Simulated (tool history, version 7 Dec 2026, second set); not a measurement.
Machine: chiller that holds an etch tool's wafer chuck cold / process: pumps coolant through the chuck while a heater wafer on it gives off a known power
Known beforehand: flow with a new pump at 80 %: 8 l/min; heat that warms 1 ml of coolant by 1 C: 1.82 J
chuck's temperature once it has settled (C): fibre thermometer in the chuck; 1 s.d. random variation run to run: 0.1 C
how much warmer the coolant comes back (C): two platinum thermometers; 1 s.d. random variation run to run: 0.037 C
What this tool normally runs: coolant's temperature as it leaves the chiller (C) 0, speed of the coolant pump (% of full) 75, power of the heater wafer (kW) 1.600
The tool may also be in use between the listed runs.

| run | hour | coolant's temperature as it leaves the chiller (C) | speed of the coolant pump (% of full) | power of the heater wafer (kW) | chuck's temperature once it has settled (C) | how much warmer the coolant comes back (C) |
|---|---|---|---|---|---|---|
| 1 | 0.0 | 0 | 75 | 1.600 | 24.3 | 7.13 |
| 2 | 120.1 | 0 | 75 | 1.600 | 24.6 | 7.19 |
| 3 | 180.5 | 0 | 75 | 1.600 | 24.6 | 7.19 |
| 4 | 296.3 | 0 | 75 | 1.600 | 24.5 | 7.23 |
| 5 | 402.5 | 0 | 75 | 1.600 | 24.8 | 7.26 |
| 6 | 507.9 | 0 | 75 | 1.600 | 24.7 | 7.28 |
| 7 | 612.6 | 0 | 75 | 1.600 | 25.0 | 7.33 |
| 8 | 728.4 | 0 | 75 | 1.600 | 25.0 | 7.37 |
|  | 804.0 | chiller's thermometer calibrated |
| 9 | 804.0 | 0 | 75 | 1.600 | 24.8 | 7.33 |
| 10 | 871.2 | 0 | 75 | 0.800 | 12.3 | 3.75 |
| 11 | 990.8 | 8 | 75 | 0.800 | 20.3 | 3.70 |
| 12 | 1064.8 | 8 | 75 | 0.800 | 20.5 | 3.68 |
| 13 | 1137.6 | -3 | 75 | 1.600 | 22.0 | 7.39 |
| 14 | 1243.0 | -3 | 75 | 1.600 | 22.1 | 7.45 |
| 15 | 1321.2 | -3 | 75 | 1.600 | 22.2 | 7.41 |
| 16 | 1373.1 | -3 | 75 | 1.600 | 22.1 | 7.43 |
| 17 | 1434.9 | 0 | 75 | 1.600 | 25.3 | 7.44 |
| 18 | 1552.8 | 0 | 75 | 1.600 | 25.4 | 7.45 |
| 19 | 1619.9 | 0 | 75 | 1.600 | 25.3 | 7.42 |
| 20 | 1682.9 | 9 | 65 | 1.052 | 27.0 | 5.61 |
| 21 | 1742.8 | 2 | 78 | 1.052 | 18.6 | 4.84 |
|  | 1812.8 | coolant changed, channels flushed |
| 22 | 1870.3 | -5 | 85 | 1.282 | 12.2 | 5.33 |
| 23 | 1960.7 | 0 | 67 | 1.600 | 24.2 | 8.45 |

Predict the results of run 24:
| 24 | 2089.9 | 5 | 82 | 2.318 | ? | ? |

{"run 24": {"chuck's temperature once it has settled (C)": 36.7, "how much warmer the coolant comes back (C)": 10.06}}
Take away the tool's hidden state, keep the run-to-run variation as it was, and the same run would have given chuck's temperature once it has settled (C) 35.1, how much warmer the coolant comes back (C) 9.33.
